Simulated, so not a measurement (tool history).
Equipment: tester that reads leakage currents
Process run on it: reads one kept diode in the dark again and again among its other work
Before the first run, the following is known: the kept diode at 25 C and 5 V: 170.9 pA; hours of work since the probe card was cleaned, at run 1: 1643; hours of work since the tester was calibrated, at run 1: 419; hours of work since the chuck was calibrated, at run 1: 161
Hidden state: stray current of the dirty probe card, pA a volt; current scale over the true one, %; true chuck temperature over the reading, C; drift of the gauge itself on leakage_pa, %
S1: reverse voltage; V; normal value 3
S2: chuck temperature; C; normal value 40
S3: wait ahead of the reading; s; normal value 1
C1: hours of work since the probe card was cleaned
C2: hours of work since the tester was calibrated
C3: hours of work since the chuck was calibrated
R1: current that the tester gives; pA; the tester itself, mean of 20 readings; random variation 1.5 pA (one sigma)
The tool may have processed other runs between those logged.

run 1 hour=0 | S1=3 S2=40 S3=1 | C1=1643 C2=419 C3=161 | R1=491.36
-- hour=31.9 probe card cleaned and baked
run 2 hour=112.9 | S1=3 S2=40 S3=1 | C1=34 C2=465 C3=207 | R1=482.96
run 3 hour=199.8 | S1=3 S2=40 S3=1 | C1=71 C2=502 C3=244 | R1=480.26
run 4 hour=329.2 | S1=3 S2=40 S3=1 | C1=125 C2=557 C3=298 | R1=478.85
run 5 hour=457.9 | S1=3 S2=40 S3=1 | C1=179 C2=611 C3=353 | R1=475.86
run 6 hour=597.1 | S1=3 S2=40 S3=1 | C1=238 C2=669 C3=411 | R1=471.51
run 7 hour=722.7 | S1=3 S2=40 S3=1 | C1=291 C2=722 C3=464 | R1=469.94
run 8 hour=858.5 | S1=3 S2=40 S3=1 | C1=348 C2=780 C3=521 | R1=468.01
run 9 hour=1010.4 | S1=3 S2=40 S3=1 | C1=412 C2=844 C3=585 | R1=466.71
run 10 hour=1104.2 | S1=3 S2=40 S3=1 | C1=452 C2=883 C3=625 | R1=462.57
run 11 hour=1208.8 | S1=3 S2=40 S3=1 | C1=496 C2=927 C3=669 | R1=459.64
run 12 hour=1306.7 | S1=3 S2=40 S3=3.88 | C1=537 C2=968 C3=710 | R1=457.92
run 13 hour=1369.9 | S1=3 S2=40 S3=3.88 | C1=564 C2=995 C3=737 | R1=458.85
-- hour=1383.3 tester calibrated
run 14 hour=1490.7 | S1=3 S2=40 S3=3.88 | C1=614 C2=45 C3=787 | R1=459.25
run 15 hour=1586.8 | S1=3 S2=40 S3=3.88 | C1=654 C2=86 C3=827 | R1=455.44
run 16 hour=1678.8 | S1=3 S2=40 S3=3.88 | C1=693 C2=124 C3=866 | R1=453.9
-- hour=1783.9 tester calibrated, once more
run 17 hour=1797.6 | S1=3 S2=40 S3=3.88 | C1=742 C2=6 C3=915 | R1=450.62
run 18 hour=1941.9 | S1=3 S2=40 S3=3.88 | C1=803 C2=67 C3=976 | R1=446.99
run 19 hour=2009.8 | S1=3 S2=40 S3=3.88 | C1=832 C2=95 C3=1005 | R1=446.36
run 20 hour=2138.4 | S1=3 S2=40 S3=3.88 | C1=886 C2=149 C3=1059 | R1=442.35
run 21 hour=2215.6 | S1=3 S2=40 S3=3.88 | C1=918 C2=182 C3=1092 | R1=444.47
run 22 hour=2333.4 | S1=18.04 S2=40 S3=1.34 | C1=968 C2=231 C3=1141 | R1=1095.43
run 23 hour=2457.5 | S1=18.04 S2=40 S3=1.34 | C1=1020 C2=284 C3=1193 | R1=1089.08
run 24 hour=2559 | S1=3 S2=58 S3=1 | C1=1063 C2=327 C3=1236 | R1=1840.23
run 25 hour=2700.4 | S1=5.78 S2=22 S3=1.01 | C1=1123 C2=386 C3=1296 | R1=126.74
run 26 hour=2798.4 | S1=5.78 S2=31 S3=0.5 | C1=1164 C2=427 C3=1337 | R1=281.37
run 27 hour=2928.7 | S1=3.52 S2=43 S3=1 | C1=1219 C2=482 C3=1392 | R1=600.25
run 28 hour=3012.9 | S1=3.52 S2=43 S3=1 | C1=1254 C2=518 C3=1427 | R1=600.95
run 29 hour=3095.8 | S1=2.68 S2=35 S3=0.52 | C1=1289 C2=553 C3=1462 | R1=266.14
run 30 hour=3229.1 | S1=3 S2=49 S3=0.3 | C1=1345 C2=609 C3=1519 | R1=890.95
-- hour=3300.2 chuck's temperature calibrated
run 31 hour=3330.7 | S1=3 S2=26 S3=1.23 | C1=1387 C2=651 C3=13 | R1=151.58
run 32 hour=3467.6 | S1=3 S2=26 S3=1.23 | C1=1445 C2=708 C3=71 | R1=150.89
run 33 hour=3573.7 | S1=3 S2=26 S3=1.64 | C1=1490 C2=753 C3=115 | R1=150.55
run 34 hour=3646.1 | S1=3 S2=26 S3=1.64 | C1=1520 C2=784 C3=146 | R1=149.09
run 35 hour=3759.3 | S1=2.88 S2=26 S3=0.92 | C1=1568 C2=831 C3=193 | R1=146.94
run 36 hour=3824.3 | S1=2.88 S2=26 S3=0.92 | C1=1595 C2=859 C3=221 | R1=145.52
run 37 hour=3945.1 | S1=1.65 S2=58 S3=1.31 | C1=1646 C2=910 C3=272 | R1=1522.47
-- hour=3976 probe card cleaned and baked
run 38 hour=4073.8 | S1=1.65 S2=58 S3=1.31 | C1=41 C2=963 C3=325 | R1=1507.08
run 39 hour=4144.7 | S1=1.65 S2=58 S3=1.31 | C1=71 C2=993 C3=355 | R1=1503.18

Here are 4 independent what-if runs from the current tool condition. What would each one return?
run A hour=4232.9 | S1=3 S2=40 S3=0.46 | C1=108 C2=1030 C3=392 | R1=?
run B hour=4232.9 | S1=1.65 S2=58 S3=3.17 | C1=108 C2=1030 C3=392 | R1=?
run C hour=4232.9 | S1=3 S2=40 S3=4.79 | C1=108 C2=1030 C3=392 | R1=?
run D hour=4232.9 | S1=3 S2=40 S3=2.56 | C1=108 C2=1030 C3=392 | R1=?

run=A R1=479.38
run=B R1=1498.46
run=C R1=480.65
run=D R1=476.74
With the hidden condition removed and each run's random variation left untouched, the same runs would have given:
run=A R1=498.4
run=B R1=1552.31
run=C R1=499.75
run=D R1=495.67
